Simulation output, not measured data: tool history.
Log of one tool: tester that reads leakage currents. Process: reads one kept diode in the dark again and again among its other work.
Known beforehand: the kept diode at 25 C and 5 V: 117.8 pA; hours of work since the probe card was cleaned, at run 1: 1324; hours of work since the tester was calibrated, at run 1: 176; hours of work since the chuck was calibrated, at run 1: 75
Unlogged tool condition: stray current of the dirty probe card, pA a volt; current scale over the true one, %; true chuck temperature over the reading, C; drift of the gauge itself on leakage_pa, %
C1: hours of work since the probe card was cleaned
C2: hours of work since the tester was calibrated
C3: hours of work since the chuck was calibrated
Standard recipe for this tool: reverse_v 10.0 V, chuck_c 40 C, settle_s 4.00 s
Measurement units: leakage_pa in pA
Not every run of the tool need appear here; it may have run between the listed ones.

Run 1, hour 0.0: usual settings; C1 1324; C2 176; C3 75. Result: leakage_pa 663.60 pA.
Run 2, hour 62.1: usual settings; C1 1352; C2 204; C3 103. Result: leakage_pa 665.58 pA.
Run 3, hour 95.3: usual settings; C1 1367; C2 218; C3 118. Result: leakage_pa 668.23 pA.
Run 4, hour 164.0: usual settings; C1 1398; C2 249; C3 149. Result: leakage_pa 670.92 pA.
At hour 199.2: probe card cleaned and baked.
Run 5, hour 240.4: usual settings; C1 19; C2 282; C3 182. Result: leakage_pa 658.50 pA.
Run 6, hour 318.9: usual settings; C1 54; C2 318; C3 217. Result: leakage_pa 659.24 pA.
Run 7, hour 394.9: usual settings; C1 88; C2 352; C3 251. Result: leakage_pa 663.92 pA.
Run 8, hour 464.2: usual settings but settle_s 0.61 s; C1 119; C2 383; C3 282. Result: leakage_pa 664.44 pA.
Run 9, hour 515.2: usual settings but settle_s 0.61 s; C1 142; C2 406; C3 305. Result: leakage_pa 669.36 pA.
Run 10, hour 566.7: usual settings but chuck_c 24 C; C1 165; C2 429; C3 329. Result: leakage_pa 161.80 pA.
Run 11, hour 639.2: usual settings but chuck_c 24 C; C1 198; C2 462; C3 361. Result: leakage_pa 163.76 pA.
Run 12, hour 679.4: usual settings but chuck_c 24 C; C1 216; C2 480; C3 379. Result: leakage_pa 164.43 pA.
Run 13, hour 739.8: usual settings but chuck_c 24 C; C1 243; C2 507; C3 406. Result: leakage_pa 164.68 pA.
Run 14, hour 796.8: usual settings but chuck_c 24 C; C1 269; C2 532; C3 432. Result: leakage_pa 166.08 pA.
Run 15, hour 868.6: usual settings but chuck_c 24 C; C1 301; C2 565; C3 464. Result: leakage_pa 166.30 pA.
Run 16, hour 943.6: usual settings but chuck_c 24 C; C1 335; C2 598; C3 498. Result: leakage_pa 167.62 pA.
Run 17, hour 1011.6: usual settings but chuck_c 24 C, settle_s 1.05 s; C1 365; C2 629; C3 529. Result: leakage_pa 168.78 pA.
Run 18, hour 1078.6: usual settings but chuck_c 30 C; C1 395; C2 659; C3 559. Result: leakage_pa 291.04 pA.
Run 19, hour 1151.6: usual settings but chuck_c 30 C; C1 428; C2 692; C3 591. Result: leakage_pa 291.07 pA.
Run 20, hour 1217.1: usual settings but reverse_v 3.3 V; C1 458; C2 721; C3 621. Result: leakage_pa 379.74 pA.
Run 21, hour 1284.5: usual settings but reverse_v 2.5 V, chuck_c 22 C, settle_s 8.50 s; C1 488; C2 752; C3 651. Result: leakage_pa 66.88 pA.
Run 22, hour 1326.3: usual settings but settle_s 4.82 s; C1 507; C2 770; C3 670. Result: leakage_pa 690.50 pA.
Run 23, hour 1367.0: usual settings but reverse_v 8.5 V, chuck_c 46 C, settle_s 1.01 s; C1 525; C2 789; C3 688. Result: leakage_pa 1045.97 pA.
Run 24, hour 1426.5: usual settings but reverse_v 8.5 V, chuck_c 46 C, settle_s 1.01 s; C1 552; C2 815; C3 715. Result: leakage_pa 1043.55 pA.
Run 25, hour 1473.5: usual settings but reverse_v 8.5 V, chuck_c 46 C, settle_s 1.01 s; C1 573; C2 837; C3 736. Result: leakage_pa 1048.67 pA.
Run 26, hour 1508.1: usual settings but reverse_v 8.5 V, chuck_c 46 C, settle_s 1.01 s; C1 588; C2 852; C3 752. Result: leakage_pa 1048.31 pA.
Run 27, hour 1558.6: usual settings but reverse_v 4.7 V, settle_s 7.33 s; C1 611; C2 875; C3 774. Result: leakage_pa 468.70 pA.
Run 28, hour 1615.2: usual settings but reverse_v 1.9 V, chuck_c 35 C, settle_s 4.21 s; C1 636; C2 900; C3 800. Result: leakage_pa 188.01 pA.
Run 29, hour 1652.2: usual settings but reverse_v 18.1 V, chuck_c 43 C, settle_s 1.78 s; C1 653; C2 917; C3 816. Result: leakage_pa 1245.08 pA.
Run 30, hour 1702.6: usual settings but reverse_v 5.7 V, chuck_c 27 C; C1 676; C2 940; C3 839. Result: leakage_pa 169.55 pA.
Run 31, hour 1775.6: usual settings but reverse_v 5.7 V, chuck_c 27 C; C1 709; C2 972; C3 872. Result: leakage_pa 169.98 pA.
Run 32, hour 1824.6: usual settings but reverse_v 5.7 V, chuck_c 27 C; C1 731; C2 994; C3 894. Result: leakage_pa 170.48 pA.
Run 33, hour 1884.2: usual settings but reverse_v 5.7 V, chuck_c 21 C, settle_s 0.80 s; C1 757; C2 1021; C3 921. Result: leakage_pa 101.19 pA.
Run 34, hour 1944.1: usual settings but reverse_v 3.2 V, settle_s 0.34 s; C1 784; C2 1048; C3 948. Result: leakage_pa 389.33 pA.
Run 35, hour 2017.0: usual settings but reverse_v 3.2 V, settle_s 0.34 s; C1 817; C2 1081; C3 980. Result: leakage_pa 392.21 pA.
At hour 2078.5: chuck's temperature calibrated.
Run 36, hour 2078.7: usual settings but reverse_v 3.2 V, settle_s 0.34 s; C1 844; C2 1108; C3 0. Result: leakage_pa 359.50 pA.
Run 37, hour 2119.9: usual settings but reverse_v 3.2 V, settle_s 0.34 s; C1 862; C2 1126; C3 19. Result: leakage_pa 360.66 pA.
Run 38, hour 2195.0: usual settings but reverse_v 15.0 V, chuck_c 41 C, settle_s 1.94 s; C1 896; C2 1160; C3 52. Result: leakage_pa 896.37 pA.
Run 39, hour 2261.6: usual settings but reverse_v 1.8 V, chuck_c 35 C, settle_s 0.77 s; C1 926; C2 1190; C3 82. Result: leakage_pa 173.59 pA.

Hidden condition of the tool, last listed run before each entry between runs versus first listed run after:
In the gap between runs 4 and 5: probe card cleaned and baked (hour 199.2)
  stray current of the dirty probe card, pA a volt: 1.521 -> 0.044; current scale over the true one, %: -0.04 -> -0.05; true chuck temperature over the reading, C: 0.16 -> 0.2
  the result without the hidden state subtracted from the measured one, leakage_pa: +23.76 -> +10.88 pA
In the gap between runs 35 and 36: chuck's temperature calibrated (hour 2078.5)
  stray current of the dirty probe card, pA a volt: 0.901 -> 0.929; true chuck temperature over the reading, C: 1.09 -> 0.11
  the result without the hidden state subtracted from the measured one, leakage_pa: +35.70 -> +5.15 pA

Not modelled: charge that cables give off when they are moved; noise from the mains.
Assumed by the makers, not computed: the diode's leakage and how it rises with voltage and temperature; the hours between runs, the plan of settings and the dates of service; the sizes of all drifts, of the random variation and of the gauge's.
